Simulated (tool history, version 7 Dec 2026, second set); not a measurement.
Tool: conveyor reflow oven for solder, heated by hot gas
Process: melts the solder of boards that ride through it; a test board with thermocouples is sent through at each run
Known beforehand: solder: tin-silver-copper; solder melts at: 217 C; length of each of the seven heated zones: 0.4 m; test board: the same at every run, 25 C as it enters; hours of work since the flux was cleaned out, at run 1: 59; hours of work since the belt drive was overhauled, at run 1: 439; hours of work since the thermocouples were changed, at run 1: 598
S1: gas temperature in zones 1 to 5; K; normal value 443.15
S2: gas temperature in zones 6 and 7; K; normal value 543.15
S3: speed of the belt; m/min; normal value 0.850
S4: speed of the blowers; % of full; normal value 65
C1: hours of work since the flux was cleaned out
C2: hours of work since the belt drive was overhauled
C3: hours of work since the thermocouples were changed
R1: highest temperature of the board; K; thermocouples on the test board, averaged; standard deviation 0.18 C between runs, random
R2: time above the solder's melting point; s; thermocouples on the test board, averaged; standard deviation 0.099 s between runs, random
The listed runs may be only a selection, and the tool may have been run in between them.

Run 1, hour 0.0: usual settings; C1 59; C2 439; C3 598. Result: R1 518.15 K, R2 35.91 s.
Run 2, hour 20.5: usual settings; C1 73; C2 453; C3 612. Result: R1 518.35 K, R2 35.88 s.
Run 3, hour 41.9: usual settings but S2 533.15 K; C1 88; C2 468; C3 627. Result: R1 510.05 K, R2 29.17 s.
Run 4, hour 60.4: usual settings but S2 533.15 K; C1 100; C2 481; C3 640. Result: R1 509.25 K, R2 29.40 s.
Run 5, hour 75.1: usual settings but S2 533.15 K; C1 110; C2 491; C3 650. Result: R1 509.85 K, R2 29.16 s.
Run 6, hour 94.8: usual settings but S2 533.15 K; C1 124; C2 504; C3 663. Result: R1 509.35 K, R2 28.93 s.
Run 7, hour 112.4: usual settings but S2 533.15 K; C1 136; C2 516; C3 675. Result: R1 509.55 K, R2 28.82 s.
Run 8, hour 125.8: usual settings but S2 533.15 K; C1 145; C2 525; C3 684. Result: R1 508.95 K, R2 28.94 s.
At hour 140.2: flux residue cleaned out of gas plates and filters.
Run 9, hour 149.1: usual settings but S1 454.15 K, S2 537.15 K, S3 0.892 m/min, S4 74 % of full; C1 6; C2 538; C3 697. Result: R1 515.85 K, R2 35.97 s.
Run 10, hour 169.1: usual settings but S1 432.15 K, S2 545.15 K, S3 0.819 m/min, S4 57 % of full; C1 20; C2 551; C3 710. Result: R1 516.35 K, R2 33.61 s.
Run 11, hour 193.2: usual settings but S2 549.15 K; C1 36; C2 568; C3 727. Result: R1 522.55 K, R2 39.05 s.
Run 12, hour 210.7: usual settings but S1 450.15 K, S2 549.15 K; C1 48; C2 580; C3 739. Result: R1 524.05 K, R2 41.83 s.
Run 13, hour 238.0: usual settings but S1 446.15 K, S2 549.15 K, S3 0.806 m/min, S4 86 % of full; C1 67; C2 598; C3 757. Result: R1 528.15 K, R2 46.48 s.
Run 14, hour 250.8: usual settings but S1 446.15 K, S2 549.15 K, S3 0.806 m/min, S4 86 % of full; C1 76; C2 607; C3 766. Result: R1 528.25 K, R2 46.51 s.
Run 15, hour 268.7: usual settings but S1 446.15 K, S2 549.15 K, S3 0.806 m/min, S4 86 % of full; C1 88; C2 619; C3 778. Result: R1 528.45 K, R2 46.49 s.
Run 16, hour 286.8: usual settings but S2 557.15 K, S4 64 % of full; C1 100; C2 632; C3 791. Result: R1 528.35 K, R2 42.14 s.

A few steps of R1 between consecutive runs. Split each: what settings, incoming material and random variation would produce without the hidden state, and what is left over for the hidden state, along with gauge scatter present in only one of the two compared results (measured, and without hidden state):
Hidden state at play: heat that the gas passes to the board, % of a clean oven's; belt's true speed, % of the reading; true gas temperature in zones 6 and 7 over the reading, C; drift of the gauge itself on peak_c, C; drift of the gauge itself on liquid_s, %.
Run 2 -> 3: S2 543.15 -> 533.15. R1 -8.30 K: hidden state -0.10, all else -8.20.
Run 8 -> 9: S1 443.15 -> 454.15, S2 533.15 -> 537.15, S3 0.850 -> 0.892, S4 65 -> 74, flux residue cleaned out of gas plates and filters. R1 +6.90 K: hidden state +0.70, all else +6.20.

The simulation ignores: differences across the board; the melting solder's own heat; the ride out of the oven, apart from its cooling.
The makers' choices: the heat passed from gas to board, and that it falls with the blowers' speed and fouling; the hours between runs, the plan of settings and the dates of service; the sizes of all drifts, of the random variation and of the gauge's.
